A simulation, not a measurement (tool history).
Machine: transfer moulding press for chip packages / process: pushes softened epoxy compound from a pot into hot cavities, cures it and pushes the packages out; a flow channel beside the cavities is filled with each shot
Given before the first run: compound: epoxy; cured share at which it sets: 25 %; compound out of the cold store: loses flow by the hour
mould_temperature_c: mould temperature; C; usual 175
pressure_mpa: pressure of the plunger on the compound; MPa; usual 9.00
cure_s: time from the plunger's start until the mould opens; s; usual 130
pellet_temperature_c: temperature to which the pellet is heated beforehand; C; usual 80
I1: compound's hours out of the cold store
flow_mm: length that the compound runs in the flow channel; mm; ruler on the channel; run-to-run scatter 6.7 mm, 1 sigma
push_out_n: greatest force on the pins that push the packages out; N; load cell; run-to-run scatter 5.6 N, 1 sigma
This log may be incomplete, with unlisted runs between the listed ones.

run 1 hour=0.0 | mould_temperature_c=175 pressure_mpa=9.00 cure_s=130 pellet_temperature_c=80 | I1=25.1 | flow_mm=863 push_out_n=284
-- hour=4.2 cavities cleaned with cleaning compound and waxed
run 2 hour=18.3 | mould_temperature_c=175 pressure_mpa=9.00 cure_s=130 pellet_temperature_c=80 | I1=15.2 | flow_mm=913 push_out_n=307
run 3 hour=33.0 | mould_temperature_c=175 pressure_mpa=7.38 cure_s=130 pellet_temperature_c=80 | I1=41.1 | flow_mm=722 push_out_n=300
run 4 hour=50.4 | mould_temperature_c=175 pressure_mpa=7.38 cure_s=130 pellet_temperature_c=74 | I1=43.9 | flow_mm=717 push_out_n=300
run 5 hour=69.7 | mould_temperature_c=175 pressure_mpa=7.38 cure_s=130 pellet_temperature_c=74 | I1=47.5 | flow_mm=697 push_out_n=282
-- hour=90.1 cavities cleaned with cleaning compound and waxed, once more
run 6 hour=92.1 | mould_temperature_c=175 pressure_mpa=10.40 cure_s=130 pellet_temperature_c=80 | I1=32.2 | flow_mm=894 push_out_n=200
run 7 hour=108.6 | mould_temperature_c=175 pressure_mpa=10.40 cure_s=130 pellet_temperature_c=80 | I1=45.1 | flow_mm=834 push_out_n=225
-- hour=116.1 plunger's sealing rings changed
run 8 hour=130.2 | mould_temperature_c=175 pressure_mpa=10.40 cure_s=130 pellet_temperature_c=80 | I1=25.7 | flow_mm=944 push_out_n=251
run 9 hour=142.9 | mould_temperature_c=175 pressure_mpa=10.40 cure_s=130 pellet_temperature_c=80 | I1=16.6 | flow_mm=996 push_out_n=260
run 10 hour=161.0 | mould_temperature_c=175 pressure_mpa=9.00 cure_s=130 pellet_temperature_c=80 | I1=8.1 | flow_mm=956 push_out_n=272
run 11 hour=177.4 | mould_temperature_c=175 pressure_mpa=9.00 cure_s=130 pellet_temperature_c=80 | I1=40.5 | flow_mm=820 push_out_n=267
-- hour=187.3 cavities cleaned with cleaning compound and waxed
run 12 hour=196.9 | mould_temperature_c=175 pressure_mpa=9.00 cure_s=130 pellet_temperature_c=78 | I1=29.7 | flow_mm=867 push_out_n=225
run 13 hour=215.0 | mould_temperature_c=175 pressure_mpa=9.00 cure_s=130 pellet_temperature_c=78 | I1=26.3 | flow_mm=877 push_out_n=237
run 14 hour=228.0 | mould_temperature_c=175 pressure_mpa=9.00 cure_s=130 pellet_temperature_c=80 | I1=47.7 | flow_mm=789 push_out_n=244
run 15 hour=242.2 | mould_temperature_c=181 pressure_mpa=9.00 cure_s=130 pellet_temperature_c=80 | I1=46.7 | flow_mm=769 push_out_n=231
run 16 hour=262.9 | mould_temperature_c=181 pressure_mpa=9.00 cure_s=130 pellet_temperature_c=80 | I1=12.6 | flow_mm=912 push_out_n=243
run 17 hour=277.4 | mould_temperature_c=181 pressure_mpa=9.00 cure_s=136 pellet_temperature_c=80 | I1=17.2 | flow_mm=894 push_out_n=250
-- hour=282.5 cavities cleaned with cleaning compound and waxed
run 18 hour=291.2 | mould_temperature_c=175 pressure_mpa=9.58 cure_s=158 pellet_temperature_c=86 | I1=38.5 | flow_mm=836 push_out_n=180
run 19 hour=303.4 | mould_temperature_c=169 pressure_mpa=6.89 cure_s=111 pellet_temperature_c=89 | I1=15.0 | flow_mm=816 push_out_n=423
run 20 hour=319.5 | mould_temperature_c=179 pressure_mpa=6.89 cure_s=111 pellet_temperature_c=89 | I1=16.9 | flow_mm=787 push_out_n=251
run 21 hour=331.6 | mould_temperature_c=176 pressure_mpa=10.66 cure_s=130 pellet_temperature_c=80 | I1=29.4 | flow_mm=941 push_out_n=245
run 22 hour=347.9 | mould_temperature_c=176 pressure_mpa=10.66 cure_s=130 pellet_temperature_c=80 | I1=26.4 | flow_mm=927 push_out_n=253
run 23 hour=359.4 | mould_temperature_c=169 pressure_mpa=7.80 cure_s=117 pellet_temperature_c=85 | I1=9.0 | flow_mm=882 push_out_n=453
run 24 hour=370.2 | mould_temperature_c=169 pressure_mpa=7.80 cure_s=117 pellet_temperature_c=85 | I1=31.4 | flow_mm=784 push_out_n=405
-- hour=378.5 cavities cleaned with cleaning compound and waxed
run 25 hour=381.3 | mould_temperature_c=180 pressure_mpa=7.80 cure_s=118 pellet_temperature_c=86 | I1=21.3 | flow_mm=799 push_out_n=201
run 26 hour=401.0 | mould_temperature_c=169 pressure_mpa=9.00 cure_s=130 pellet_temperature_c=87 | I1=17.9 | flow_mm=901 push_out_n=291
run 27 hour=416.6 | mould_temperature_c=169 pressure_mpa=9.00 cure_s=130 pellet_temperature_c=80 | I1=33.2 | flow_mm=840 push_out_n=301
run 28 hour=434.7 | mould_temperature_c=179 pressure_mpa=8.11 cure_s=150 pellet_temperature_c=80 | I1=37.9 | flow_mm=751 push_out_n=228

Each row is a separate what-if for the run after 28, all from the same tool condition, not one after another. Results?
run A hour=444.4 | mould_temperature_c=179 pressure_mpa=9.05 cure_s=150 pellet_temperature_c=80 | I1=15.9 | flow_mm=? push_out_n=?
run B hour=444.4 | mould_temperature_c=175 pressure_mpa=8.73 cure_s=127 pellet_temperature_c=80 | I1=43.7 | flow_mm=? push_out_n=?
run C hour=444.4 | mould_temperature_c=178 pressure_mpa=9.00 cure_s=168 pellet_temperature_c=86 | I1=27.9 | flow_mm=? push_out_n=?
run D hour=444.4 | mould_temperature_c=179 pressure_mpa=7.87 cure_s=159 pellet_temperature_c=74 | I1=23.3 | flow_mm=? push_out_n=?

run=A flow_mm=884 push_out_n=219
run=B flow_mm=774 push_out_n=264
run=C flow_mm=842 push_out_n=235
run=D flow_mm=807 push_out_n=233
Take away the tool's hidden state, keep each run's random variation, and the runs would have read:
run=A flow_mm=925 push_out_n=161
run=B flow_mm=810 push_out_n=200
run=C flow_mm=881 push_out_n=172
run=D flow_mm=843 push_out_n=171

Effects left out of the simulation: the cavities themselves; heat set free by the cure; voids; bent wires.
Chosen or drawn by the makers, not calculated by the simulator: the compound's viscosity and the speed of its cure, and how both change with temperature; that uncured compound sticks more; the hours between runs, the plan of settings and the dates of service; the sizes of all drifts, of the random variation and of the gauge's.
